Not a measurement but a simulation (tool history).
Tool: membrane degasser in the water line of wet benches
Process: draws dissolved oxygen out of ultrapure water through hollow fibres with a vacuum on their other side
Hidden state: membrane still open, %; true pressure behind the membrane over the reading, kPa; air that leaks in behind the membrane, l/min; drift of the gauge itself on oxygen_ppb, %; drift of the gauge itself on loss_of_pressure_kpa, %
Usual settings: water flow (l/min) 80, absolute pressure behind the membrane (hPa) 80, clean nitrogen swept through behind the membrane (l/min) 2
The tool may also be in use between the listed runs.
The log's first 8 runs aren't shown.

run	hour	water flow (l/min)	absolute pressure behind the membrane (hPa)	clean nitrogen swept through behind the membrane (l/min)	hours since the membrane was changed	hours since the vacuum gauge was calibrated	hours since the vacuum lines were made tight	dissolved oxygen in the water behind the degasser (ppb)	pressure that the water loses in the fibres (hPa)
9	1227.6	80	114.1	2	3805	6507	2116	632.4	381.1
10	1425.1	120	80	2	4003	6705	2314	564.7	580.1
11	1509.7	80	80	2	4087	6789	2399	384.6	388.3
12	1685.2	80	80	2	4263	6965	2574	376.5	385.1
13	1832.5	80	80	2	4410	7112	2721	383	386.1
14	2002	80	80	2	4580	7282	2891	377.4	387.8
15	2112.1	80	80	2	4690	7392	3001	378.9	384
16	2286.4	80	80	2	4864	7566	3175	382.9	386.3
17	2390.7	80	80	2	4968	7670	3280	376.3	383.9
18	2561	105	107.9	4.14	5139	7840	3450	433	503.9
19	2681.3	66	131	5.96	5259	7961	3570	254.4	318.4
20	2854.2	66	131	5.96	5432	8134	3743	249.2	322.3
21	2947.5	111	134.7	4.02	5525	8227	3836	613.2	538.3
22	3094.6	111	54.4	2.64	5672	8374	3984	230.6	536.7
23	3245.7	111	54.4	2.64	5823	8525	4135	233.7	535.6
24	3365.1	111	54.4	2.64	5943	8645	4254	232.4	535.9
25	3517.7	111	57.2	2.64	6095	8797	4407	258	536.7
# hour 3647.2: vacuum gauge calibrated
26	3649.2	49	105.2	0.8	6226	2	4538	754.9	237.8
27	3738.1	97	115.3	1.33	6315	91	4626	987.2	474.8
28	3831.5	80	128.6	0.98	6409	184	4720	1182.6	391.6
29	4029	69	84.8	1.3	6606	382	4917	500.1	337.9
30	4142.4	96	51.8	4.74	6720	495	5031	113.4	471.8
31	4257.6	96	125.8	2.58	6835	610	5146	677.7	465.5
32	4452.3	96	125.8	2.58	7029	805	5341	689.2	469.3

Forecast each of these 3 alternatives for the next run:
A	4566.6	80	110	4.06	7144	919	5455	?	?
B	4566.6	80	80	0.8	7144	919	5455	?	?
C	4566.6	75	71.4	2.68	7144	919	5455	?	?

run	dissolved oxygen in the water behind the degasser (ppb)	pressure that the water loses in the fibres (hPa)
A	339.2	389.4
B	712.3	392.8
C	236.5	366.1
Without the tool's hidden state the same runs would have given:
run	dissolved oxygen in the water behind the degasser (ppb)	pressure that the water loses in the fibres (hPa)
A	338.9	379
B	712	382.4
C	236.3	356.3

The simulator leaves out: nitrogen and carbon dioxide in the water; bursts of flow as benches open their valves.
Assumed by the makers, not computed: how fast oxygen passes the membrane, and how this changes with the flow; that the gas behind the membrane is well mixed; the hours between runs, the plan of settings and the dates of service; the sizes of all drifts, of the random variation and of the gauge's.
